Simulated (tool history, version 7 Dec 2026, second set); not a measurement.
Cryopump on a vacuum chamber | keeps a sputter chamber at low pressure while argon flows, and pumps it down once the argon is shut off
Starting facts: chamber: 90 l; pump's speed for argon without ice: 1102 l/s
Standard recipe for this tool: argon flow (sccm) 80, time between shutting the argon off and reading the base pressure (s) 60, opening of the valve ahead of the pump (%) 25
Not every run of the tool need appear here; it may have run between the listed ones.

run     day  argon flow (sccm)  time between shutting the argon off and reading the base pressure (s)  opening of the valve ahead of the pump (%)  pressure while argon flows (Pa)  pressure after the wait (uPa)
  1       0                 80                                                                     60                                          25                           0.5329                           2.18
  2   1.788                 80                                                                     60                                          46                           0.3109                           2.29
  3   2.829                 82                                                                     60                                          25                            0.551                           2.26
  4   3.842                 80                                                                     60                                          25                           0.5351                           2.29
  5       5                 80                                                                     60                                          25                           0.5415                            2.3
      5.808  -- pump warmed up, emptied and cooled again
  6   6.867                 80                                                                     26                                          25                           0.4942                           4.53
  7   8.971                 80                                                                     26                                          25                           0.4934                           4.48
  8  10.454                 80                                                                     75                                          25                           0.4983                           1.83
  9  12.333                 80                                                                     60                                          25                           0.4951                           2.14
 10  13.696                 80                                                                     60                                          25                           0.5011                           2.21
 11  15.625                 80                                                                     60                                          25                           0.5025                           2.16
 12  17.629                 80                                                                     70                                          25                           0.5002                           1.94
 13  19.421                 80                                                                     70                                          25                           0.5038                           1.91
 14  20.854                 80                                                                     60                                          25                           0.5059                            2.2
 15  22.942                 80                                                                     60                                          25                           0.5028                           2.27
 16  24.896                 80                                                                     60                                          25                           0.5069                           2.19
 17  26.246                 80                                                                     60                                          25                           0.5095                           2.19
 18  27.167                 80                                                                     60                                          25                           0.5101                           2.17
 19  28.738                 59                                                                    261                                          40                           0.2391                           0.89
 20  29.821                 51                                                                     60                                          38                           0.2187                           2.24
 21  31.971                 41                                                                     26                                          25                           0.2633                            4.6
 22  32.933                 80                                                                     52                                          30                           0.4316                           2.63
 23  34.862                 80                                                                     52                                          45                           0.2974                           2.55
 24  36.796                 80                                                                     52                                          45                           0.2994                           2.54
 25  38.554                 57                                                                     20                                          46                           0.2098                           5.76
 26  39.504                 87                                                                     20                                          46                           0.3214                            5.8
 27  40.925                 56                                                                     32                                          56                           0.1743                           3.85
 28   42.15                 56                                                                     32                                          56                           0.1761                           3.81
 29  43.338                 56                                                                     32                                          56                           0.1761                           3.86
 30  44.838                128                                                                    207                                          27                           0.7832                           1.08
 31  46.688                147                                                                    207                                          45                           0.5704                            1.1
 32  48.671                 37                                                                    159                                          19                           0.3188                            1.3
 33  49.717                 37                                                                    159                                          19                            0.317                           1.36

5 options for the next run, each taken on its own from the tool as it stands now. Forecast them:
  A  51.454                 37                                                                     51                                          19                                ?                              ?
  B  51.454                 45                                                                    274                                          35                                ?                              ?
  C  51.454                 32                                                                     45                                          25                                ?                              ?
  D  51.454                 41                                                                     69                                          52                                ?                              ?
  E  51.454                 37                                                                    159                                          41                                ?                              ?

run  pressure while argon flows (Pa)  pressure after the wait (uPa)
  A                           0.3192                           2.71
  B                           0.2229                           1.01
  C                           0.2121                           2.89
  D                           0.1419                           2.19
  E                           0.1571                           1.33
With the hidden condition removed and each run's random variation left untouched, the same runs would have given:
run  pressure while argon flows (Pa)  pressure after the wait (uPa)
  A                           0.2997                           2.35
  B                            0.199                           0.64
  C                           0.1953                           2.53
  D                           0.1204                           1.82
  E                           0.1377                           0.96

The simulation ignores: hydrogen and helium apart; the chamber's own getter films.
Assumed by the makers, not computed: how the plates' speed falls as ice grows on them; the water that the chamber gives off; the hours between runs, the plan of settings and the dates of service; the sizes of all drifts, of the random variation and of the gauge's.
